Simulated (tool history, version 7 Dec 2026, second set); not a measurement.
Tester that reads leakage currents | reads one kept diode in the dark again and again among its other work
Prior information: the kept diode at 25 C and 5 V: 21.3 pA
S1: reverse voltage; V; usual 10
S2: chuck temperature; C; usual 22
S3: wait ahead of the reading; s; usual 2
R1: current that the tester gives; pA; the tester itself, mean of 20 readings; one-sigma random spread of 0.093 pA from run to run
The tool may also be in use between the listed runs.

run    hour    S1  S2    S3      R1
  1       0    10  22     2   27.95
  2   120.4    10  22     2   28.02
  3   240.8    19  22     2   43.09
  4   441.1    19  22     2   43.95
  5   632.7    19  34     2   98.68
  6   822.5    10  42     2  116.35
  7   960.9    10  42     2  115.72
  8  1106.2    10  36     2   76.92
  9  1263.9    10  36     2   77.09
     1343.2  -- chuck's temperature calibrated
 10  1466.8    10  22     2   31.93
 11  1610.9    10  22     2   32.38
 12  1705.7    10  22     2    32.1
 13  1836.1    10  22     2   32.56
 14  2005.7    10  22     2   32.68
 15  2101.8   5.7  22     2   22.31
 16  2206.9   5.7  22     2   22.67
 17  2340.4    10  22  0.76   34.86
 18  2532.6    10  22  0.76   35.39
 19  2615.3    10  22  0.76   35.52
 20    2724    10  22  0.76   35.72
 21  2925.9    10  44  0.76  141.14
 22  3033.7    10  44  2.06  139.78
 23  3160.4    10  40  1.02  108.77
 24  3316.4   4.6  54     2   168.7
 25    3411   4.6  54     2  169.53
 26  3602.4   4.6  54     2  167.59
 27  3737.5   4.6  54     2  168.39
 28  3866.1   4.6  54     2  168.21
 29  4019.7   4.6  54     2  167.95
 30  4199.6  17.3  59  3.35  508.05
 31  4320.4   9.1  25   0.8   42.06
 32  4458.9   1.2  26     2   11.22
 33  4574.7  13.4  46     2  192.44
     4723.9  -- probe card cleaned and baked
 34  4769.3   2.4  46  2.12   64.02
 35  4889.4   2.4  46  2.12   64.05
 36  5013.2   2.4  36  0.46   31.84
 37  5205.9   2.4  36  0.46   31.89
 38    5363   1.6  23  9.51    9.01
 39  5543.9   3.6  24  1.35   16.45
 40  5636.7  10.7  28  6.32   42.05
 41  5818.2   7.9  54  8.99  219.48

Branching from run 41: 3 alternative next runs. What would each branch give?
  A  5914.8  7.9  42  8.99   ?
  B  5914.8  7.9  54  7.96   ?
  C  5914.8  9.7  21  0.61   ?

run      R1
  A   96.87
  B  220.61
  C   26.82
What these runs would have given with no unlogged condition in the tool:
run      R1
  A  101.03
  B  232.21
  C   25.85

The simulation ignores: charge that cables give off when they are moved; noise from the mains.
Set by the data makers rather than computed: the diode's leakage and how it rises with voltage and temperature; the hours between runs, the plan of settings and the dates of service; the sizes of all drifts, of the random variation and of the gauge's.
